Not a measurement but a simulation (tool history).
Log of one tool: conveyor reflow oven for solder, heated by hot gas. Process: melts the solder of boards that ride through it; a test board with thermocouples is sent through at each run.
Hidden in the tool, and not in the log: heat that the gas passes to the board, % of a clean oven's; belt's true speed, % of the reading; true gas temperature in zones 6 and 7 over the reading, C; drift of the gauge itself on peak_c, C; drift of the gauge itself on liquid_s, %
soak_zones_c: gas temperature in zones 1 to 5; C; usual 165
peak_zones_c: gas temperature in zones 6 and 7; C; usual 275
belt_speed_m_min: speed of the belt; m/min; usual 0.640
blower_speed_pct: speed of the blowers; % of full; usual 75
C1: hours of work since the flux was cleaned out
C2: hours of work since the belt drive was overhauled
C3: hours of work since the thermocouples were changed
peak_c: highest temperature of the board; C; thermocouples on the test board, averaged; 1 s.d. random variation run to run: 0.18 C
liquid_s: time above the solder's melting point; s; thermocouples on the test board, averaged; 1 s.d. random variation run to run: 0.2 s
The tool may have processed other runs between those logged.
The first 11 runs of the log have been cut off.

run 12 hour=334.9 | soak_zones_c=165 peak_zones_c=274 belt_speed_m_min=0.640 blower_speed_pct=75 | C1=103 C2=28 C3=212 | peak_c=260.6 liquid_s=59.6
run 13 hour=357.9 | soak_zones_c=165 peak_zones_c=274 belt_speed_m_min=0.640 blower_speed_pct=75 | C1=115 C2=39 C3=223 | peak_c=260.6 liquid_s=59.5
run 14 hour=374.5 | soak_zones_c=165 peak_zones_c=275 belt_speed_m_min=0.640 blower_speed_pct=75 | C1=123 C2=48 C3=232 | peak_c=261.5 liquid_s=60.3
run 15 hour=412.9 | soak_zones_c=153 peak_zones_c=275 belt_speed_m_min=0.640 blower_speed_pct=75 | C1=143 C2=67 C3=251 | peak_c=259.7 liquid_s=56.0
run 16 hour=449.1 | soak_zones_c=153 peak_zones_c=275 belt_speed_m_min=0.640 blower_speed_pct=75 | C1=161 C2=86 C3=270 | peak_c=259.5 liquid_s=55.6
run 17 hour=487.1 | soak_zones_c=161 peak_zones_c=275 belt_speed_m_min=0.640 blower_speed_pct=75 | C1=180 C2=105 C3=289 | peak_c=260.3 liquid_s=58.7
-- hour=501.9 belt drive overhauled, speed set with a stopwatch, once more
run 18 hour=519.1 | soak_zones_c=167 peak_zones_c=273 belt_speed_m_min=0.640 blower_speed_pct=75 | C1=194 C2=9 C3=303 | peak_c=259.4 liquid_s=59.0
run 19 hour=545.8 | soak_zones_c=165 peak_zones_c=279 belt_speed_m_min=0.530 blower_speed_pct=75 | C1=208 C2=22 C3=317 | peak_c=269.7 liquid_s=78.0
-- hour=582.8 flux residue cleaned out of gas plates and filters
run 20 hour=591.0 | soak_zones_c=161 peak_zones_c=275 belt_speed_m_min=0.730 blower_speed_pct=75 | C1=4 C2=43 C3=337 | peak_c=256.7 liquid_s=48.4
run 21 hour=621.3 | soak_zones_c=165 peak_zones_c=289 belt_speed_m_min=0.640 blower_speed_pct=75 | C1=20 C2=58 C3=352 | peak_c=274.8 liquid_s=66.5
run 22 hour=641.8 | soak_zones_c=165 peak_zones_c=275 belt_speed_m_min=0.532 blower_speed_pct=53 | C1=30 C2=69 C3=363 | peak_c=263.1 liquid_s=74.0
run 23 hour=679.1 | soak_zones_c=165 peak_zones_c=264 belt_speed_m_min=0.640 blower_speed_pct=75 | C1=49 C2=87 C3=382 | peak_c=251.8 liquid_s=54.0
run 24 hour=709.7 | soak_zones_c=165 peak_zones_c=264 belt_speed_m_min=0.640 blower_speed_pct=75 | C1=64 C2=103 C3=397 | peak_c=252.0 liquid_s=54.5
run 25 hour=736.5 | soak_zones_c=165 peak_zones_c=275 belt_speed_m_min=0.532 blower_speed_pct=54 | C1=78 C2=117 C3=411 | peak_c=263.5 liquid_s=73.9
run 26 hour=759.8 | soak_zones_c=152 peak_zones_c=275 belt_speed_m_min=0.657 blower_speed_pct=54 | C1=90 C2=128 C3=423 | peak_c=253.9 liquid_s=49.2
run 27 hour=797.3 | soak_zones_c=164 peak_zones_c=275 belt_speed_m_min=0.540 blower_speed_pct=53 | C1=109 C2=147 C3=442 | peak_c=262.4 liquid_s=72.0
run 28 hour=822.4 | soak_zones_c=154 peak_zones_c=271 belt_speed_m_min=0.566 blower_speed_pct=65 | C1=122 C2=160 C3=455 | peak_c=258.6 liquid_s=63.2
run 29 hour=850.7 | soak_zones_c=157 peak_zones_c=275 belt_speed_m_min=0.640 blower_speed_pct=75 | C1=136 C2=175 C3=469 | peak_c=260.3 liquid_s=57.0
run 30 hour=868.1 | soak_zones_c=165 peak_zones_c=263 belt_speed_m_min=0.697 blower_speed_pct=75 | C1=145 C2=183 C3=478 | peak_c=247.9 liquid_s=46.2

4 options for the next run, each taken on its own from the tool as it stands now. Forecast them:
run A hour=888.5 | soak_zones_c=154 peak_zones_c=278 belt_speed_m_min=0.674 blower_speed_pct=75 | C1=155 C2=194 C3=488 | peak_c=? liquid_s=?
run B hour=888.5 | soak_zones_c=165 peak_zones_c=272 belt_speed_m_min=0.697 blower_speed_pct=59 | C1=155 C2=194 C3=488 | peak_c=? liquid_s=?
run C hour=888.5 | soak_zones_c=165 peak_zones_c=271 belt_speed_m_min=0.640 blower_speed_pct=75 | C1=155 C2=194 C3=488 | peak_c=? liquid_s=?
run D hour=888.5 | soak_zones_c=157 peak_zones_c=264 belt_speed_m_min=0.697 blower_speed_pct=74 | C1=155 C2=194 C3=488 | peak_c=? liquid_s=?

run=A peak_c=260.9 liquid_s=53.2
run=B peak_c=252.7 liquid_s=48.5
run=C peak_c=257.6 liquid_s=57.9
run=D peak_c=246.9 liquid_s=43.9
Take away the tool's hidden state, keep each run's random variation, and the runs would have read:
run=A peak_c=261.2 liquid_s=53.5
run=B peak_c=252.9 liquid_s=48.7
run=C peak_c=257.8 liquid_s=58.0
run=D peak_c=247.2 liquid_s=44.3
